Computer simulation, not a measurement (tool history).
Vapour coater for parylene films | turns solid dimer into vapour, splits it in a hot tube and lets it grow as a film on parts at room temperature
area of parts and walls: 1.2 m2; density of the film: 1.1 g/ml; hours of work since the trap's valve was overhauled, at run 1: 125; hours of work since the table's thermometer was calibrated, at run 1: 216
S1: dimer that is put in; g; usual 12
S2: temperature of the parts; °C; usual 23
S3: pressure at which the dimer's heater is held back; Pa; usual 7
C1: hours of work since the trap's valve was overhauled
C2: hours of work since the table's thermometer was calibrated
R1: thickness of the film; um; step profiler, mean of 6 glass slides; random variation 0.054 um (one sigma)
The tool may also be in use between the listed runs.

Run 1, day 0: usual settings; C1 125; C2 216. Result: R1 6.03 um.
Run 2, day 0.562: usual settings; C1 131; C2 222. Result: R1 6.09 um.
Run 3, day 1.604: usual settings; C1 143; C2 234. Result: R1 5.97 um.
Run 4, day 2.121: usual settings; C1 149; C2 240. Result: R1 5.95 um.
Run 5, day 2.792: usual settings; C1 157; C2 247. Result: R1 5.93 um.
Run 6, day 3.788: usual settings; C1 168; C2 259. Result: R1 5.96 um.
Run 7, day 4.971: usual settings; C1 181; C2 272. Result: R1 5.93 um.
Run 8, day 6.008: usual settings; C1 193; C2 284. Result: R1 5.87 um.
Run 9, day 6.667: usual settings; C1 201; C2 292. Result: R1 5.93 um.
Run 10, day 7.333: usual settings; C1 208; C2 299. Result: R1 5.83 um.
Run 11, day 8.362: usual settings but S1 9 g; C1 220; C2 311. Result: R1 4.38 um.
Run 12, day 9.208: usual settings but S1 9 g, S2 15 °C; C1 229; C2 320. Result: R1 5 um.
Run 13, day 9.8: usual settings but S2 26 °C, S3 2.64 Pa; C1 236; C2 327. Result: R1 6.48 um.
Run 14, day 10.892: usual settings but S2 29 °C, S3 2 Pa; C1 249; C2 340. Result: R1 6.31 um.
Run 15, day 11.4: usual settings but S2 29 °C, S3 2 Pa; C1 254; C2 345. Result: R1 6.38 um.
Run 16, day 12.262: usual settings but S2 16 °C, S3 2 Pa; C1 264; C2 355. Result: R1 8.12 um.
At day 13.158: trap's valve overhauled.
Run 17, day 13.179: usual settings but S2 16 °C, S3 2 Pa; C1 0; C2 364. Result: R1 8.77 um.

Some steps in R1 between neighbouring runs. How much of each would the tool show without its hidden state too (settings, what came in, random variation), and how much is left for the hidden state, with any gauge scatter that isn't in both results?
The hidden state here: vapour lost through the trap's worn valve, %; true temperature of the parts over the reading, C; drift of the gauge itself on film_um, %.
Run 15 -> 16: S2 29 -> 16. R1 +1.74 um: hidden state -0.19, all else +1.93.
Run 16 -> 17: trap's valve overhauled. R1 +0.65 um: hidden state +0.73, all else -0.08.
